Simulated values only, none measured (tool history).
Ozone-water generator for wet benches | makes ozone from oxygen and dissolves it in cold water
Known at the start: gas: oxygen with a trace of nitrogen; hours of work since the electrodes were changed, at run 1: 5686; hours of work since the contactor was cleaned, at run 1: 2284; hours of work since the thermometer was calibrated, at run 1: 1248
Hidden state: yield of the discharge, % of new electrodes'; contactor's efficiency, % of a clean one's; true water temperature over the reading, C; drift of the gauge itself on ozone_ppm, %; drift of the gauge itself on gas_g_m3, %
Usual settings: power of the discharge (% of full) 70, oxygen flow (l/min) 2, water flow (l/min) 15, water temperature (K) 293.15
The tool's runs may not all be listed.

run    hour  power of the discharge (% of full)  oxygen flow (l/min)  water flow (l/min)  water temperature (K)  hours of work since the electrodes were changed  hours of work since the contactor was cleaned  hours of work since the thermometer was calibrated  dissolved ozone (ppm)  ozone in the gas ahead of the water (g/m3)
  1       0                                  70                    2                  15                 293.15                                             5686                                           2284                                                1248                   10.3                                       171.1
  2   183.9                                  44                    2                  15                 293.15                                             5866                                           2464                                                1428                    7.5                                       127.1
  3   355.2                                  44                    2                  15                 293.15                                             6033                                           2632                                                1595                    7.6                                       127.8
  4   481.6                                  60                    2                  15                 293.15                                             6157                                           2755                                                1719                      9                                       154.1
  5   676.1                                  60                    2                  15                 293.15                                             6347                                           2945                                                1909                    9.2                                       152.3
      693.9  -- contactor cleaned
  6   789.9                                  60                    2                  15                 293.15                                             6454                                             94                                                2016                    8.8                                       151.9
  7   908.2                                  70                    2                  15                 293.15                                             6570                                            209                                                2132                    9.4                                       165.5
  8  1042.5                                  70                    2                  15                 288.15                                             6701                                            341                                                2263                    9.9                                       165.5
  9  1173.2                                  60                 3.14                  17                 298.15                                             6829                                            469                                                2391                      8                                       122.8
 10  1347.2                                  41                 1.51                  18                 301.15                                             6999                                            639                                                2561                    5.1                                       136.7
 11  1488.5                                  70                    2                  21                 293.15                                             7137                                            777                                                2699                    6.8                                         163
     1573.5  -- contactor cleaned, once more
 12  1621.2                                  70                    2                  21                 293.15                                             7263                                             47                                                2825                    7.3                                       161.5
 13  1704.1                                  70                    2                  21                 293.15                                             7344                                            128                                                2906                    6.8                                       163.2
 14  1870.7                                  49                    2                  15                 300.15                                             7507                                            291                                                3069                    7.3                                       130.9
 15  1974.6                                  49                    2                  15                 300.15                                             7609                                            392                                                3170                    7.6                                       131.4

Forecast each of these 3 alternatives for the next run:
  A  2113.2                                  49                    2                  10                 288.15                                             7744                                            528                                                3306                      ?                                           ?
  B  2113.2                                  55                    2                  15                 293.15                                             7744                                            528                                                3306                      ?                                           ?
  C  2113.2                                  92                 1.89                  15                 300.15                                             7744                                            528                                                3306                      ?                                           ?

run  dissolved ozone (ppm)  ozone in the gas ahead of the water (g/m3)
  A                   11.8                                       129.9
  B                    8.3                                       139.9
  C                   10.4                                       193.8
Without the tool's hidden state the same runs would have given:
run  dissolved ozone (ppm)  ozone in the gas ahead of the water (g/m3)
  A                   14.1                                       152.9
  B                   10.1                                       167.3
  C                   13.6                                       248.5
